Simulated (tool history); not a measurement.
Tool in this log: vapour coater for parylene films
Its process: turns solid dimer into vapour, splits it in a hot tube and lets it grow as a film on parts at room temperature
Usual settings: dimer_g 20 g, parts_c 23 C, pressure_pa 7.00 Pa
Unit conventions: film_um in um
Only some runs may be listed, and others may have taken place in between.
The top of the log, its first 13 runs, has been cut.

run	hour	dimer_g	parts_c	pressure_pa	film_um
14	264.1	18	23	7.00	8.82
15	285.2	18	23	7.00	8.87
16	306.6	18	23	7.00	8.88
17	323.0	12	23	7.00	5.90
18	346.0	12	23	7.00	5.89
19	357.6	20	23	7.00	9.75
20	379.6	20	23	7.00	9.75
21	406.5	29	21	4.41	15.42
22	431.1	36	21	3.12	19.55
23	448.8	36	28	3.18	16.40
24	475.6	20	23	11.44	9.24
25	488.5	20	23	7.86	9.59
26	511.6	20	23	7.86	9.52

Run 27 has not been measured yet. What should we expect?
27	533.9	20	27	7.00	?

Run 27 measured film_um 8.67 um.
The same run, on a tool lacking any hidden state, would have yielded film_um 8.96 um.
